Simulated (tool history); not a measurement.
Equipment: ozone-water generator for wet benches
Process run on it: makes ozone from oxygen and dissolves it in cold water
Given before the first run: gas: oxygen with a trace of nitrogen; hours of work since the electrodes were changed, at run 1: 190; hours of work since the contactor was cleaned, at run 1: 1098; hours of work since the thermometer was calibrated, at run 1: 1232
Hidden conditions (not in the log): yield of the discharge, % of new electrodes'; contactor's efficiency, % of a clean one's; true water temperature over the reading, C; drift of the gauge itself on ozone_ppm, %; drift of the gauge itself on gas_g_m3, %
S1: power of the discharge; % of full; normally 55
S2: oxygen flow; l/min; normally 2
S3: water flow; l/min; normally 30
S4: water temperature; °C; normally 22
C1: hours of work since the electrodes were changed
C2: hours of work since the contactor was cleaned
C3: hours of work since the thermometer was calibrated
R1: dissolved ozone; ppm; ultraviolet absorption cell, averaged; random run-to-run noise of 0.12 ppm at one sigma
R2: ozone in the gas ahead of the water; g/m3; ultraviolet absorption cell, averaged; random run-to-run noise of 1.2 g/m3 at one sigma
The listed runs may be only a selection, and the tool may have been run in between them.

run	hour	S1	S2	S3	S4	C1	C2	C3	R1	R2
1	0	55	2	30	22	190	1098	1232	9.4	215.1
2	81.8	55	2	30	22	253	1161	1295	9.1	214.4
3	171.1	55	2	30	22	322	1230	1364	9.6	217.5
4	247.9	55	2	30	22	382	1290	1424	9.4	214.2
5	325	55	2	30	22	441	1349	1483	9.4	213.8
6	392.4	55	2	30	22	493	1402	1536	9.3	216.7
7	461.5	55	2	30	19	547	1455	1589	9.5	214.8
8	554.7	55	2	20	22	619	1527	1661	13.6	215.7
9	666.5	55	2	20	22	706	1614	1748	13.4	214.9
10	758.6	55	2	20	22	777	1685	1819	13.6	215
11	875.3	55	2	20	22	867	1776	1910	13.4	214.3
12	982.2	55	2.37	19	21	950	1858	1992	14.7	192.7
13	1098.1	95	3.32	19	21	1040	1948	2082	23.9	252.7
14	1170.4	95	1.05	27	17	1096	2004	2138	14.3	511
15	1270.2	91	1.7	31	22	1173	2081	2215	13.2	364.7
16	1342.8	91	1.7	31	22	1229	2138	2272	13.3	366.1
17	1453.5	91	1.7	31	22	1315	2223	2357	13.2	364.6
18	1570.5	54	1.62	30	28	1406	2314	2448	8.2	238.3
19	1673.9	77	2	24	21	1486	2394	2528	15.2	286.2
20	1726.5	55	3.2	30	22	1526	2435	2569	9.8	159.4
21	1796.7	55	3.2	30	22	1581	2489	2623	9.7	160.9
22	1865.4	93	1.02	26	19	1634	2542	2676	14.2	505.4

Here are 5 independent what-if runs from the current tool condition. What would each one return?
A	1940.8	55	2	23	22	1692	2601	2735	?	?
B	1940.8	56	1.02	26	19	1692	2601	2735	?	?
C	1940.8	52	1.02	43	19	1692	2601	2735	?	?
D	1940.8	55	1.37	30	22	1692	2601	2735	?	?
E	1940.8	91	1.02	31	22	1692	2601	2735	?	?

run	R1	R2
A	11.8	212.2
B	9.4	326.7
C	5	303.8
D	8.3	269.5
E	11.4	495.5
Without the tool's unlogged condition, the same runs would have read:
run	R1	R2
A	12.3	216.5
B	9.8	333.5
C	5.2	309.6
D	8.7	275
E	12	511.3
